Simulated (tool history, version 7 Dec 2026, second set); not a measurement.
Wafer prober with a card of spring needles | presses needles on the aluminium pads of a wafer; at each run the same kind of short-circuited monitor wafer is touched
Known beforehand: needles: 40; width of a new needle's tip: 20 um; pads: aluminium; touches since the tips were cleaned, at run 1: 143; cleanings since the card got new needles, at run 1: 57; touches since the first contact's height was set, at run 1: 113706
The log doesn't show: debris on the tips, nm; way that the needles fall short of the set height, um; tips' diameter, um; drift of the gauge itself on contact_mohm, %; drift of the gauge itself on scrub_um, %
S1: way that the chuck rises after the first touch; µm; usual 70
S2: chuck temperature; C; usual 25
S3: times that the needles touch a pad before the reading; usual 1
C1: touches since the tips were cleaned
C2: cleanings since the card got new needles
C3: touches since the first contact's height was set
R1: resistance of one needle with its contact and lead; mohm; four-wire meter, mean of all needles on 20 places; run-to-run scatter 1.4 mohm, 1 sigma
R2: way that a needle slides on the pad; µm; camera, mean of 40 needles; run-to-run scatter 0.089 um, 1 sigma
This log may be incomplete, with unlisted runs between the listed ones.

run	hour	S1	S2	S3	C1	C2	C3	R1	R2
1	0.0	70	25	1	143	57	113706	230	18.91
# hour 5.5: tips cleaned on abrasive film
# hour 12.4: tips cleaned on abrasive film
# hour 18.0: tips cleaned on abrasive film
# hour 23.5: tips cleaned on abrasive film
# hour 29.1: tips cleaned on abrasive film
# hour 34.6: tips cleaned on abrasive film
# hour 40.2: tips cleaned on abrasive film
# hour 45.7: tips cleaned on abrasive film
# hour 51.2: tips cleaned on abrasive film
2	51.4	70	68	1	40	66	131080	238	18.87
# hour 56.9: tips cleaned on abrasive film
# hour 62.4: tips cleaned on abrasive film
# hour 68.0: tips cleaned on abrasive film
# hour 73.5: tips cleaned on abrasive film
# hour 79.1: tips cleaned on abrasive film
# hour 84.6: tips cleaned on abrasive film
# hour 91.5: tips cleaned on abrasive film
# hour 98.4: tips cleaned on abrasive film
# hour 103.9: tips cleaned on abrasive film
3	106.9	70	68	1	1006	75	149883	238	18.65
# hour 109.7: tips cleaned on abrasive film
# hour 115.2: tips cleaned on abrasive film
# hour 120.8: tips cleaned on abrasive film
# hour 127.7: tips cleaned on abrasive film
# hour 134.6: tips cleaned on abrasive film
# hour 140.1: tips cleaned on abrasive film
# hour 145.7: tips cleaned on abrasive film
# hour 151.2: tips cleaned on abrasive film
4	153.5	70	68	1	781	83	165659	237	18.79
# hour 157.7: tips cleaned on abrasive film
# hour 163.2: tips cleaned on abrasive film
# hour 168.7: tips cleaned on abrasive film
# hour 175.7: tips cleaned on abrasive film
# hour 182.6: tips cleaned on abrasive film
5	186.9	70	68	1	1498	88	176996	236	18.72
# hour 188.4: tips cleaned on abrasive film
# hour 193.9: tips cleaned on abrasive film
# hour 199.4: tips cleaned on abrasive film
# hour 205.0: tips cleaned on abrasive film
# hour 211.9: tips cleaned on abrasive film
# hour 217.4: tips cleaned on abrasive film
6	218.2	70	68	1	280	94	187580	240	18.43
# hour 223.8: tips cleaned on abrasive film
# hour 229.3: tips cleaned on abrasive film
# hour 234.9: tips cleaned on abrasive film
# hour 240.4: tips cleaned on abrasive film
# hour 246.0: tips cleaned on abrasive film
# hour 252.9: tips cleaned on abrasive film
# hour 258.4: tips cleaned on abrasive film
# hour 263.9: tips cleaned on abrasive film
# hour 269.5: tips cleaned on abrasive film
7	270.5	70	25	3	363	103	205277	225	18.63
# hour 276.1: tips cleaned on abrasive film
# hour 283.0: tips cleaned on abrasive film
# hour 288.5: tips cleaned on abrasive film
# hour 294.1: tips cleaned on abrasive film
# hour 299.6: tips cleaned on abrasive film
# hour 305.2: tips cleaned on abrasive film
# hour 310.7: tips cleaned on abrasive film
8	313.9	70	25	3	1089	110	219953	228	18.53
# hour 316.7: tips cleaned on abrasive film
# hour 323.6: tips cleaned on abrasive film
# hour 330.5: tips cleaned on abrasive film
# hour 337.4: tips cleaned on abrasive film
# hour 337.7: height of the first contact set anew
# hour 343.2: tips cleaned on abrasive film
# hour 348.8: tips cleaned on abrasive film
# hour 354.3: tips cleaned on abrasive film
# hour 359.9: tips cleaned on abrasive film
# hour 365.4: tips cleaned on abrasive film
# hour 370.9: tips cleaned on abrasive film
# hour 376.5: tips cleaned on abrasive film
9	377.4	70	25	3	311	121	13429	228	18.77
# hour 382.9: tips cleaned on abrasive film
# hour 388.5: tips cleaned on abrasive film
# hour 394.0: tips cleaned on abrasive film
# hour 400.9: tips cleaned on abrasive film
# hour 407.8: tips cleaned on abrasive film
# hour 413.4: tips cleaned on abrasive film
10	418.2	70	42	3	1679	127	27288	228	18.67
# hour 419.7: tips cleaned on abrasive film
# hour 425.2: tips cleaned on abrasive film
# hour 430.8: tips cleaned on abrasive film
# hour 436.3: tips cleaned on abrasive film
# hour 443.2: tips cleaned on abrasive film
# hour 448.8: tips cleaned on abrasive film
# hour 454.3: tips cleaned on abrasive film
# hour 459.9: tips cleaned on abrasive film
11	460.5	75	25	1	238	135	41581	225	20.03
# hour 466.1: tips cleaned on abrasive film
# hour 471.6: tips cleaned on abrasive film
# hour 477.2: tips cleaned on abrasive film
# hour 482.7: tips cleaned on abrasive film
# hour 488.3: tips cleaned on abrasive film
# hour 493.8: tips cleaned on abrasive film
# hour 499.3: tips cleaned on abrasive film
# hour 504.9: tips cleaned on abrasive film
12	509.5	75	25	1	1574	143	58147	226	19.96
# hour 510.9: tips cleaned on abrasive film
# hour 516.5: tips cleaned on abrasive film
# hour 523.4: tips cleaned on abrasive film
# hour 530.3: tips cleaned on abrasive film
# hour 535.8: tips cleaned on abrasive film
# hour 541.3: tips cleaned on abrasive film
# hour 546.9: tips cleaned on abrasive film
# hour 553.8: tips cleaned on abrasive film
13	554.8	53	53	1	332	151	73469	239	14.13
# hour 560.3: tips cleaned on abrasive film
# hour 565.8: tips cleaned on abrasive film
# hour 571.4: tips cleaned on abrasive film
# hour 576.9: tips cleaned on abrasive film
# hour 582.5: tips cleaned on abrasive film
# hour 588.0: tips cleaned on abrasive film
# hour 593.5: tips cleaned on abrasive film
# hour 599.1: tips cleaned on abrasive film
14	601.2	53	53	1	730	159	89190	241	13.96
# hour 605.4: tips cleaned on abrasive film
# hour 610.9: tips cleaned on abrasive film
# hour 616.5: tips cleaned on abrasive film
# hour 622.0: tips cleaned on abrasive film
# hour 627.6: tips cleaned on abrasive film
# hour 633.1: tips cleaned on abrasive film
# hour 640.0: tips cleaned on abrasive film
15	643.5	63	53	1	1219	166	103527	235	16.80
# hour 646.4: tips cleaned on abrasive film
# hour 651.9: tips cleaned on abrasive film
# hour 657.5: tips cleaned on abrasive film
# hour 663.0: tips cleaned on abrasive film
# hour 669.9: tips cleaned on abrasive film
# hour 675.4: tips cleaned on abrasive film
# hour 682.3: tips cleaned on abrasive film
# hour 689.2: tips cleaned on abrasive film
# hour 694.8: tips cleaned on abrasive film
16	695.7	63	50	2	312	175	121174	235	16.54
# hour 701.2: tips cleaned on abrasive film
# hour 706.8: tips cleaned on abrasive film
# hour 712.3: tips cleaned on abrasive film
# hour 717.9: tips cleaned on abrasive film
# hour 723.4: tips cleaned on abrasive film
# hour 728.9: tips cleaned on abrasive film
# hour 734.5: tips cleaned on abrasive film
# hour 740.0: tips cleaned on abrasive film
# hour 745.6: tips cleaned on abrasive film
# hour 751.1: tips cleaned on abrasive film
17	751.9	89	35	2	262	185	140176	227	23.45
# hour 757.4: tips cleaned on abrasive film
# hour 764.3: tips cleaned on abrasive film
# hour 769.9: tips cleaned on abrasive film
# hour 775.4: tips cleaned on abrasive film
# hour 780.9: tips cleaned on abrasive film
# hour 787.9: tips cleaned on abrasive film
18	792.1	63	101	2	1471	191	153827	250	16.51
# hour 793.6: tips cleaned on abrasive film
# hour 799.1: tips cleaned on abrasive film
# hour 804.7: tips cleaned on abrasive film
# hour 810.2: tips cleaned on abrasive film
# hour 815.8: tips cleaned on abrasive film
# hour 821.3: tips cleaned on abrasive film
# hour 826.8: tips cleaned on abrasive film
# hour 832.4: tips cleaned on abrasive film
# hour 837.9: tips cleaned on abrasive film
19	841.6	70	25	1	1275	200	170564	226	18.40
# hour 844.5: tips cleaned on abrasive film
# hour 850.0: tips cleaned on abrasive film
# hour 855.5: tips cleaned on abrasive film
# hour 861.1: tips cleaned on abrasive film
# hour 868.0: tips cleaned on abrasive film
# hour 873.5: tips cleaned on abrasive film
# hour 879.1: tips cleaned on abrasive film
# hour 884.6: tips cleaned on abrasive film
# hour 890.2: tips cleaned on abrasive film
# hour 895.7: tips cleaned on abrasive film
# hour 902.6: tips cleaned on abrasive film
20	905.9	70	25	2	1120	211	192299	224	18.42

The next listed run, before its measurement:
# hour 908.7: tips cleaned on abrasive film
# hour 914.2: tips cleaned on abrasive film
# hour 921.1: tips cleaned on abrasive film
# hour 928.0: tips cleaned on abrasive film
# hour 934.9: tips cleaned on abrasive film
21	938.5	70	25	2	1228	216	203366	?	?

R1: 227 mohm
R2: 18.29 µm
With no hidden state in the tool, this same run would have given R1 227 mohm, R2 18.63 µm.

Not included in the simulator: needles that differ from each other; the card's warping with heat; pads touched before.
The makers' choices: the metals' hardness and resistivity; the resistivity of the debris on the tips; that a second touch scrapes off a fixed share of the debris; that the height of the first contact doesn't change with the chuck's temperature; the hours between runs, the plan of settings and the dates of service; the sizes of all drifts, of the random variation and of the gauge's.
